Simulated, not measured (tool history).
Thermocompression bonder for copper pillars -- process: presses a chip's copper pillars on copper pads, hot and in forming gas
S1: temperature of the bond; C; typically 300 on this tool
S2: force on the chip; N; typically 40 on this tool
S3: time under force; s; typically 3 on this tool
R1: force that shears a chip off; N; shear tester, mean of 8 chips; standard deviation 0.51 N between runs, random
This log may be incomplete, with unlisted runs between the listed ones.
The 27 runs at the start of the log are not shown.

| run | hour | S1 | S2 | S3 | R1 |
|---|---|---|---|---|---|
| 28 | 484.1 | 301 | 53 | 2 | 72.8 |
| 29 | 503.1 | 291 | 38 | 2 | 56.7 |
| 30 | 521.4 | 291 | 38 | 2 | 56.5 |
| 31 | 543.3 | 299 | 47 | 3 | 74.6 |
| 32 | 554.6 | 303 | 52 | 5 | 88.6 |
| 33 | 574.2 | 317 | 52 | 2 | 81.9 |
|  | 586.3 | forming gas filter changed |
| 34 | 601.6 | 286 | 37 | 3 | 60.7 |
| 35 | 614.6 | 317 | 24 | 7 | 84.3 |
| 36 | 626.1 | 317 | 24 | 7 | 83.0 |
| 37 | 651.5 | 317 | 24 | 5 | 78.6 |
| 38 | 678.4 | 317 | 46 | 5 | 91.9 |
| 39 | 696.1 | 317 | 46 | 5 | 91.7 |
| 40 | 717.3 | 275 | 40 | 3 | 54.2 |
| 41 | 734.2 | 288 | 56 | 3 | 71.9 |

Each row is a separate what-if for the run after 41, all from the same tool condition, not one after another. Results?
| A | 756.7 | 321 | 47 | 2 | ? |
| B | 756.7 | 288 | 27 | 3 | ? |
| C | 756.7 | 289 | 51 | 3 | ? |

| run | R1 |
|---|---|
| A | 80.7 |
| B | 53.3 |
| C | 71.3 |
Had the tool no hidden state, the same runs would have come out as:
| run | R1 |
|---|---|
| A | 80.8 |
| B | 53.5 |
| C | 71.4 |
